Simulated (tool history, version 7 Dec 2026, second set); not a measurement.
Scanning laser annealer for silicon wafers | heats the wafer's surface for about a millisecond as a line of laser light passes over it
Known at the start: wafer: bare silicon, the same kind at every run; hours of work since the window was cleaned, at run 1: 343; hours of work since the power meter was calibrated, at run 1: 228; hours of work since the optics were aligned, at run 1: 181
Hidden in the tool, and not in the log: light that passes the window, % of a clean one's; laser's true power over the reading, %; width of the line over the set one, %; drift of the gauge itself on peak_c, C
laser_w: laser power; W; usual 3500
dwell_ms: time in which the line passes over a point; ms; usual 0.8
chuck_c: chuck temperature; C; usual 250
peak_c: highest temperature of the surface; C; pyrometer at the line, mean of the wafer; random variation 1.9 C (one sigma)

run    day  laser_w  dwell_ms  chuck_c  hours of work since the window was cleaned  hours of work since the power meter was calibrated  hours of work since the optics were aligned  peak_c
  1      0     3500       0.8      250                                         343                                                 228                                          181    1059
  2  0.383     3500       0.8      250                                         349                                                 235                                          187    1065
  3  0.738     3500       0.8      250                                         355                                                 241                                          193    1064
  4  1.129     3500       0.8      250                                         362                                                 247                                          200    1061
  5  1.475     3500       0.8      250                                         367                                                 253                                          206    1062
  6  1.908     3500       0.8      250                                         375                                                 260                                          213    1056
  7  2.175     3500       0.8      250                                         379                                                 265                                          217    1060
  8  2.475     3468       0.8      266                                         384                                                 270                                          222    1068
     2.717  -- optics aligned, line set to its width
  9  3.088     3468     0.917      257                                         391                                                 276                                            6    1124
 10  3.625     3468     0.917      257                                         400                                                 285                                           15    1122
 11  3.862     3294     0.924      250                                         404                                                 289                                           19    1066
 12  4.408     3294     0.924      250                                         413                                                 298                                           28    1064

The same runs without the tool's hidden state, with the same run-to-run variation:
run  peak_c
  1    1085
  2    1091
  3    1090
  4    1088
  5    1089
  6    1084
  7    1088
  8    1096
  9    1158
 10    1156
 11    1099
 12    1098

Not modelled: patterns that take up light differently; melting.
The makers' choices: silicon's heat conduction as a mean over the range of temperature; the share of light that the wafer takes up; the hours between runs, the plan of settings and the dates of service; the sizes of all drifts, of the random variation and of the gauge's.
